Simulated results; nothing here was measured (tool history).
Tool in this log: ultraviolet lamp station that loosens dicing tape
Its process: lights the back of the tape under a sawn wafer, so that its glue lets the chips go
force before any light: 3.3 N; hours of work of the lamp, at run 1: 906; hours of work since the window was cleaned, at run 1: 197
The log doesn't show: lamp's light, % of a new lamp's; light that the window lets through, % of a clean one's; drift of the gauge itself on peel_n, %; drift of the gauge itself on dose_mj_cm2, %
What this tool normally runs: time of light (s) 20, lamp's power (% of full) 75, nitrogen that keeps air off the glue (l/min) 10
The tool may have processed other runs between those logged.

run    hour  time of light (s)  lamp's power (% of full)  nitrogen that keeps air off the glue (l/min)  hours of work of the lamp  hours of work since the window was cleaned  force that peels the tape off (N)  light that reached the tape (J/m2)
  1     0.0                 20                        75                                            10                        906                                         197                              0.694                                2790
       21.9  -- lamp changed
       22.4  -- window cleaned of glue's vapour
  2    30.0                 20                        75                                            10                          5                                           5                              0.515                                3370
  3    66.4                 20                        75                                            18                         28                                          28                              0.369                                3280
  4    93.0                 20                        75                                            10                         45                                          45                              0.530                                3230
  5   120.6                 20                        77                                            10                         63                                          63                              0.548                                3280
  6   174.7                 22                        75                                            10                         97                                          97                              0.506                                3420
      188.4  -- window cleaned of glue's vapour, once more
  7   230.1                 22                        75                                            10                        133                                          27                              0.415                                4000
  8   262.5                 22                        75                                            10                        153                                          47                              0.399                                3930
  9   319.9                 20                        65                                            10                        190                                          84                              0.619                                3010
 10   355.1                 20                        98                                            10                        213                                         107                              0.325                                4470
 11   383.1                 20                        75                                            10                        230                                         125                              0.507                                3410
 12   436.1                 20                        61                                            10                        264                                         158                              0.731                                2690
 13   472.2                 20                        61                                            10                        287                                         182                              0.760                                2610
 14   516.5                 20                        61                                            10                        316                                         210                              0.779                                2550
      520.3  -- window cleaned of glue's vapour
 15   573.5                 20                        61                                            10                        352                                          34                              0.718                                2780
 16   615.4                 20                        61                                            10                        379                                          61                              0.725                                2730
 17   645.2                 20                        61                                            10                        398                                          80                              0.765                                2680
 18   679.0                 20                        92                                            10                        419                                         102                              0.396                                4040
 19   719.7                 20                        75                                            10                        445                                         128                              0.582                                3180
 20   778.6                 20                        75                                            10                        483                                         165                              0.589                                3110
 21   808.2                 20                        75                                            10                        502                                         184                              0.604                                3040
      851.0  -- window cleaned of glue's vapour
 22   854.3                 20                        75                                            10                        531                                           2                              0.539                                3290
 23   883.5                 20                        75                                            10                        550                                          21                              0.550                                3200
 24   917.8                 20                        75                                             6                        572                                          43                              0.798                                3230
 25   976.2                 34                        75                                             4                        609                                          80                              0.473                                5290
 26  1029.6                 25                        65                                            16                        643                                         114                              0.394                                3270
 27  1068.6                 28                        75                                             6                        668                                         139                              0.515                                4110
 28  1107.5                 22                        75                                            10                        693                                         164                              0.577                                3190
 29  1136.4                 26                        75                                             4                        712                                         183                              0.822                                3760
 30  1173.4                 26                        75                                             4                        735                                         206                              0.873                                3660
     1182.9  -- window cleaned of glue's vapour
 31  1218.5                 26                        71                                             9                        764                                          23                              0.469                                3750
 32  1274.6                 26                        67                                             9                        800                                          59                              0.552                                3430
 33  1307.3                 26                        67                                             9                        821                                          80                              0.568                                3390
 34  1338.8                 26                        67                                             9                        841                                         100                              0.578                                3300
 35  1390.7                 26                        67                                             9                        874                                         133                              0.598                                3210
 36  1420.6                 14                        63                                            10                        893                                         152                              1.296                                1640
     1461.8  -- lamp changed
 37  1480.1                 33                        82                                             6                         12                                         189                              0.234                                6350
 38  1507.4                 21                        75                                            11                         29                                         207                              0.417                                3650
     1513.0  -- window cleaned of glue's vapour
 39  1561.3                 20                        68                                            15                         63                                          31                              0.410                                3390
 40  1604.6                 20                        68                                             6                         91                                          59                              0.748                                3390
 41  1637.9                 32                        85                                             6                        112                                          80                              0.234                                6570
 42  1678.1                 24                        88                                            10                        138                                         106                              0.246                                5040

For each entry between runs, how does the tool's hidden state at the last listed run before it compare with that at the first listed run after it?
From run 1 to run 2: lamp changed (hour 21.9); window cleaned of glue's vapour (hour 22.4)
  lamp's light, % of a new lamp's: 77.2 -> 97.4; light that the window lets through, % of a clean one's: 92.5 -> 88
  measured value less the no-hidden-state value, force that peels the tape off (N): +0.293 -> +0.120; light that reached the tape (J/m2): -1110 -> -560
From run 6 to run 7: window cleaned of glue's vapour, once more (hour 188.4)
  lamp's light, % of a new lamp's: 95.2 -> 94.4; light that the window lets through, % of a clean one's: 84 -> 98.5
  measured value less the no-hidden-state value, force that peels the tape off (N): +0.165 -> +0.052; light that reached the tape (J/m2): -860 -> -300
From run 14 to run 15: window cleaned of glue's vapour (hour 520.3)
  lamp's light, % of a new lamp's: 90 -> 89.1; light that the window lets through, % of a clean one's: 90.7 -> 98.5
  measured value less the no-hidden-state value, force that peels the tape off (N): +0.200 -> +0.129; light that reached the tape (J/m2): -580 -> -390
From run 21 to run 22: window cleaned of glue's vapour (hour 851.0)
  lamp's light, % of a new lamp's: 85.5 -> 84.9; light that the window lets through, % of a clean one's: 91.9 -> 99.4
  measured value less the no-hidden-state value, force that peels the tape off (N): +0.202 -> +0.136; light that reached the tape (J/m2): -830 -> -600
From run 30 to run 31: window cleaned of glue's vapour (hour 1182.9)
  lamp's light, % of a new lamp's: 79.9 -> 79.2; light that the window lets through, % of a clean one's: 90.5 -> 98.8
  measured value less the no-hidden-state value, force that peels the tape off (N): +0.332 -> +0.167; light that reached the tape (J/m2): -1410 -> -1040
From run 36 to run 37: lamp changed (hour 1461.8)
  lamp's light, % of a new lamp's: 76 -> 99.2; light that the window lets through, % of a clean one's: 93.5 -> 91.9
  measured value less the no-hidden-state value, force that peels the tape off (N): +0.391 -> +0.036; light that reached the tape (J/m2): -660 -> -610
From run 38 to run 39: window cleaned of glue's vapour (hour 1513.0)
  lamp's light, % of a new lamp's: 98.8 -> 98; light that the window lets through, % of a clean one's: 91.1 -> 98.4
  measured value less the no-hidden-state value, force that peels the tape off (N): +0.072 -> +0.026; light that reached the tape (J/m2): -410 -> -130

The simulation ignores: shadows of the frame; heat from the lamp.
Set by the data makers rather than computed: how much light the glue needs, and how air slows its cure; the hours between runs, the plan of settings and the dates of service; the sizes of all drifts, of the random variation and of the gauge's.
